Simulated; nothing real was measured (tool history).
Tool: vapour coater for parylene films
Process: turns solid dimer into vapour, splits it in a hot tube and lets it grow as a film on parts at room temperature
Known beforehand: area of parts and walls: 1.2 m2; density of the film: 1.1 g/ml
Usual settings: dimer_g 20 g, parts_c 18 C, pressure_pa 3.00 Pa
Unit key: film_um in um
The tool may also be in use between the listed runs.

| run | hour | dimer_g | parts_c | pressure_pa | film_um |
|---|---|---|---|---|---|
| 1 | 0.0 | 20 | 18 | 3.00 | 7.40 |
|  | 65.0 | trap's valve overhauled |
| 2 | 68.1 | 20 | 18 | 3.00 | 7.42 |
|  | 93.2 | table's thermometer calibrated |
| 3 | 101.4 | 20 | 18 | 3.00 | 7.38 |
| 4 | 157.5 | 20 | 18 | 3.00 | 7.39 |
| 5 | 203.1 | 20 | 18 | 3.00 | 7.47 |
| 6 | 257.7 | 20 | 18 | 3.00 | 7.43 |
| 7 | 294.5 | 20 | 18 | 3.00 | 7.38 |
| 8 | 343.4 | 20 | 18 | 3.00 | 7.38 |
| 9 | 370.3 | 20 | 18 | 3.00 | 7.43 |
|  | 379.0 | trap's valve overhauled |
| 10 | 424.4 | 20 | 18 | 3.00 | 7.42 |
| 11 | 465.2 | 29 | 18 | 3.00 | 10.74 |
| 12 | 496.1 | 29 | 18 | 3.00 | 10.71 |
| 13 | 530.6 | 29 | 18 | 3.00 | 10.83 |
| 14 | 576.1 | 20 | 18 | 3.00 | 7.46 |
| 15 | 613.9 | 20 | 18 | 3.00 | 7.41 |
| 16 | 666.1 | 20 | 18 | 3.00 | 7.41 |
|  | 692.5 | trap's valve overhauled |
| 17 | 730.5 | 20 | 18 | 3.00 | 7.43 |
| 18 | 783.9 | 11 | 18 | 3.00 | 4.07 |
| 19 | 817.3 | 11 | 18 | 3.00 | 4.08 |
| 20 | 862.1 | 20 | 18 | 3.00 | 7.45 |
| 21 | 894.8 | 20 | 18 | 3.00 | 7.36 |
| 22 | 943.3 | 20 | 18 | 3.00 | 7.44 |
|  | 1005.9 | trap's valve overhauled |
| 23 | 1005.9 | 20 | 18 | 3.00 | 7.42 |
| 24 | 1065.0 | 17 | 18 | 3.00 | 6.30 |
| 25 | 1111.8 | 12 | 16 | 4.39 | 4.57 |
| 26 | 1158.8 | 27 | 13 | 4.09 | 11.57 |

Estimate the outcome of run 27 from the log above:
| 27 | 1196.9 | 27 | 13 | 4.09 | ? |

film_um: 11.59 um
Minus the tool's unlogged condition, the same run would have read film_um 11.59 um.

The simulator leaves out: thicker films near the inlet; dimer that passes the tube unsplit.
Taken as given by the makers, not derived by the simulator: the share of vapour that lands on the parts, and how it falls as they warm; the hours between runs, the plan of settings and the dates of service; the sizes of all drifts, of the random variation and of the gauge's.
